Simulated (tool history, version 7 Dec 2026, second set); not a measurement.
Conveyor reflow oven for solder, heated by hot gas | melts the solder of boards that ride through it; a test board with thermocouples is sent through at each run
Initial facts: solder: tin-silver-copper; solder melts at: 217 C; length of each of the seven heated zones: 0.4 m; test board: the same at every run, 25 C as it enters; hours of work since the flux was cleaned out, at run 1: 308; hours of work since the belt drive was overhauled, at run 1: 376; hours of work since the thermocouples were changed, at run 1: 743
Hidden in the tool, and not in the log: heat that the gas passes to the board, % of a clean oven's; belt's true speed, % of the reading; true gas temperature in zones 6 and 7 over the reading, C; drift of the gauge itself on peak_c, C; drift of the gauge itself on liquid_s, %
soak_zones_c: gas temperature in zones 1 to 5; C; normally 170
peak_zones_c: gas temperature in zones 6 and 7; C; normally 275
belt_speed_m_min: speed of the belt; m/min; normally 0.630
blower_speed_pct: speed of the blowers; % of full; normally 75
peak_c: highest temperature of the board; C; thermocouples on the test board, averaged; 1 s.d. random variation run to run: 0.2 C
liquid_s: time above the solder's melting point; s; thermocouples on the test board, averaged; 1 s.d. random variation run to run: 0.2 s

run   hour  soak_zones_c  peak_zones_c  belt_speed_m_min  blower_speed_pct  hours of work since the flux was cleaned out  hours of work since the belt drive was overhauled  hours of work since the thermocouples were changed  peak_c  liquid_s
  1    0.0           170           275             0.630                75                                           308                                                376                                                 743   254.5      56.5
  2   12.5           170           275             0.630                75                                           313                                                381                                                 749   254.4      56.6
  3   25.1           170           275             0.630                79                                           319                                                387                                                 754   255.7      57.7
  4   50.7           170           275             0.630                79                                           330                                                398                                                 766   255.8      57.6
  5   61.9           170           275             0.630                79                                           335                                                403                                                 771   255.9      57.3
  6   73.3           170           275             0.630                79                                           341                                                408                                                 776   255.8      57.4
  7   85.6           170           275             0.630                75                                           346                                                414                                                 782   254.5      56.2
  8   98.4           170           275             0.630                75                                           352                                                420                                                 787   254.5      56.8
  9  112.0           178           275             0.630                75                                           358                                                426                                                 793   256.3      60.4
 10  126.0           178           275             0.630                75                                           364                                                432                                                 800   256.1      60.3
 11  147.2           170           275             0.630                84                                           374                                                442                                                 809   257.1      58.9
 12  160.4           170           275             0.630                66                                           380                                                447                                                 815   251.7      53.3
 13  174.4           171           275             0.630                75                                           386                                                454                                                 821   254.7      57.1
 14  200.1           171           275             0.630                75                                           397                                                465                                                 833   255.1      57.0
 15  213.1           171           275             0.630                75                                           403                                                471                                                 839   254.8      56.6
 16  227.9           171           275             0.630                75                                           410                                                478                                                 846   254.8      57.0
 17  242.1           180           272             0.565                82                                           416                                                484                                                 852   258.9      71.1
 18  258.8           180           272             0.565                82                                           424                                                492                                                 859   259.0      71.2
 19  273.3           176           274             0.630                73                                           430                                                498                                                 866   254.5      58.2
 20  291.7           176           274             0.630                73                                           439                                                506                                                 874   254.2      58.1
 21  309.0           170           275             0.521                75                                           446                                                514                                                 882   260.8      75.0
 22  323.1           170           274             0.675                75                                           453                                                521                                                 888   251.2      49.6
 23  347.2           170           274             0.675                75                                           463                                                531                                                 899   250.7      49.9
 24  361.2           160           265             0.610                71                                           470                                                538                                                 905   243.9      46.3
 25  381.8           160           265             0.610                71                                           479                                                547                                                 915   244.0      46.4
     392.6  -- flux residue cleaned out of gas plates and filters
 26  412.5           160           265             0.610                71                                             9                                                558                                                 926   243.9      46.4
 27  431.6           160           265             0.610                71                                            17                                                567                                                 935   244.1      46.8
 28  448.5           185           270             0.630                56                                            25                                                575                                                 942   247.1      55.3
 29  462.2           175           266             0.697                69                                            31                                                581                                                 948   242.5      42.0
 30  486.6           185           275             0.630                75                                            42                                                592                                                 959   257.9      63.9

How the hidden state differs across the entries between the runs, from the last listed run before each to the first after it:
From run 25 to run 26: flux residue cleaned out of gas plates and filters (hour 392.6)
  heat that the gas passes to the board, % of a clean oven's: 99.6 -> 100
